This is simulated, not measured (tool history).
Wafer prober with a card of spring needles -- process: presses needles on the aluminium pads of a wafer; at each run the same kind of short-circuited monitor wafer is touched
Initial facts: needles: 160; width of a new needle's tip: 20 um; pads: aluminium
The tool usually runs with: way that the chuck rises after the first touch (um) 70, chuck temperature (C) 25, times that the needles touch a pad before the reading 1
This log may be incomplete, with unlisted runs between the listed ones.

| run | day | way that the chuck rises after the first touch (um) | chuck temperature (C) | times that the needles touch a pad before the reading | resistance of one needle with its contact and lead (mohm) | way that a needle slides on the pad (um) |
|---|---|---|---|---|---|---|
| 1 | 0.000 | 70 | 25 | 1 | 280 | 17.34 |
|  | 0.275 | tips cleaned on abrasive film |
|  | 1.638 | tips cleaned on abrasive film |
|  | 2.904 | tips cleaned on abrasive film |
| 2 | 3.254 | 70 | 25 | 1 | 274 | 17.29 |
|  | 4.046 | tips cleaned on abrasive film |
|  | 4.217 | height of the first contact set anew |
|  | 5.262 | tips cleaned on abrasive film |
| 3 | 6.212 | 70 | 25 | 1 | 281 | 17.61 |
|  | 6.492 | tips cleaned on abrasive film |
|  | 7.729 | tips cleaned on abrasive film |
| 4 | 8.529 | 70 | 25 | 3 | 268 | 17.55 |
|  | 9.017 | tips cleaned on abrasive film |
|  | 10.262 | tips cleaned on abrasive film |
|  | 11.450 | tips cleaned on abrasive film |
| 5 | 11.883 | 70 | 25 | 3 | 265 | 17.50 |
|  | 12.604 | tips cleaned on abrasive film |
| 6 | 13.546 | 70 | 51 | 1 | 289 | 17.50 |
|  | 13.821 | tips cleaned on abrasive film |
|  | 15.004 | tips cleaned on abrasive film |
| 7 | 15.992 | 88 | 51 | 1 | 280 | 22.02 |
|  | 16.267 | tips cleaned on abrasive film |
|  | 17.579 | tips cleaned on abrasive film |
| 8 | 17.983 | 88 | 51 | 1 | 270 | 21.97 |
|  | 18.688 | tips cleaned on abrasive film |
|  | 19.792 | tips cleaned on abrasive film |
| 9 | 19.792 | 88 | 52 | 1 | 263 | 21.94 |
|  | 21.038 | tips cleaned on abrasive film |
|  | 22.358 | tips cleaned on abrasive film |
|  | 23.629 | tips cleaned on abrasive film |
| 10 | 23.629 | 70 | 43 | 2 | 266 | 17.36 |
|  | 24.896 | tips cleaned on abrasive film |
|  | 26.138 | tips cleaned on abrasive film |
| 11 | 26.429 | 53 | 63 | 1 | 293 | 13.10 |

5 options for the next run, each taken on its own from the tool as it stands now. Forecast them:
|  | 27.429 | tips cleaned on abrasive film |
|  | 28.758 | tips cleaned on abrasive film |
| A | 29.371 | 70 | 45 | 1 | ? | ? |
|  | 27.429 | tips cleaned on abrasive film |
|  | 28.758 | tips cleaned on abrasive film |
| B | 29.371 | 86 | 25 | 1 | ? | ? |
|  | 27.429 | tips cleaned on abrasive film |
|  | 28.758 | tips cleaned on abrasive film |
| C | 29.371 | 53 | 63 | 1 | ? | ? |
|  | 27.429 | tips cleaned on abrasive film |
|  | 28.758 | tips cleaned on abrasive film |
| D | 29.371 | 70 | 69 | 1 | ? | ? |
|  | 27.429 | tips cleaned on abrasive film |
|  | 28.758 | tips cleaned on abrasive film |
| E | 29.371 | 87 | 27 | 1 | ? | ? |

| run | resistance of one needle with its contact and lead (mohm) | way that a needle slides on the pad (um) |
|---|---|---|
| A | 283 | 17.37 |
| B | 270 | 21.37 |
| C | 304 | 13.06 |
| D | 287 | 17.34 |
| E | 271 | 21.59 |
With the hidden condition removed and each run's random variation left untouched, the same runs would have given:
| run | resistance of one needle with its contact and lead (mohm) | way that a needle slides on the pad (um) |
|---|---|---|
| A | 265 | 17.62 |
| B | 257 | 21.62 |
| C | 277 | 13.32 |
| D | 271 | 17.59 |
| E | 258 | 21.84 |
